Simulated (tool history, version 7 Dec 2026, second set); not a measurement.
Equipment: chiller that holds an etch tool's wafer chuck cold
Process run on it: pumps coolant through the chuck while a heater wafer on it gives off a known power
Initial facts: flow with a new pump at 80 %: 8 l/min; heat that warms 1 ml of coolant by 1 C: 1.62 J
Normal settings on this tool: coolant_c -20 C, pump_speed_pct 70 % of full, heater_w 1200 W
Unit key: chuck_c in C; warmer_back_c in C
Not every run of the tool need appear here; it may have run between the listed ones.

| run | hour | coolant_c | pump_speed_pct | heater_w | chuck_c | warmer_back_c |
|---|---|---|---|---|---|---|
| 1 | 0.0 | -20 | 70 | 1200 | -9.4 | 6.44 |
| 2 | 31.4 | -15 | 70 | 1200 | -4.3 | 6.51 |
| 3 | 62.6 | -22 | 70 | 1200 | -11.2 | 6.49 |
| 4 | 132.6 | -20 | 70 | 1200 | -9.4 | 6.50 |
| 5 | 190.9 | -20 | 70 | 1200 | -9.3 | 6.49 |
| 6 | 255.6 | -20 | 70 | 1200 | -9.3 | 6.50 |
| 7 | 298.8 | -20 | 70 | 1200 | -9.4 | 6.44 |
| 8 | 359.0 | -20 | 70 | 1200 | -9.3 | 6.39 |
| 9 | 424.6 | -23 | 70 | 1200 | -12.2 | 6.52 |
| 10 | 458.2 | -23 | 70 | 1200 | -12.4 | 6.48 |
| 11 | 524.4 | -23 | 63 | 1200 | -11.1 | 7.32 |
| 12 | 586.2 | -23 | 63 | 1200 | -11.0 | 7.30 |
| 13 | 640.9 | -20 | 70 | 1180 | -9.2 | 6.38 |
| 14 | 705.5 | -20 | 70 | 1180 | -9.5 | 6.40 |
| 15 | 755.6 | -20 | 70 | 1180 | -9.5 | 6.35 |
| 16 | 826.5 | -20 | 70 | 1180 | -9.2 | 6.43 |

Forecast run 17:
| 17 | 858.8 | -20 | 70 | 1180 | ? | ? |

chuck_c: -9.3 C
warmer_back_c: 6.40 C
On a tool with no hidden condition, and with the same random variation, this run would have come out at chuck_c -10.1 C, warmer_back_c 6.36 C.

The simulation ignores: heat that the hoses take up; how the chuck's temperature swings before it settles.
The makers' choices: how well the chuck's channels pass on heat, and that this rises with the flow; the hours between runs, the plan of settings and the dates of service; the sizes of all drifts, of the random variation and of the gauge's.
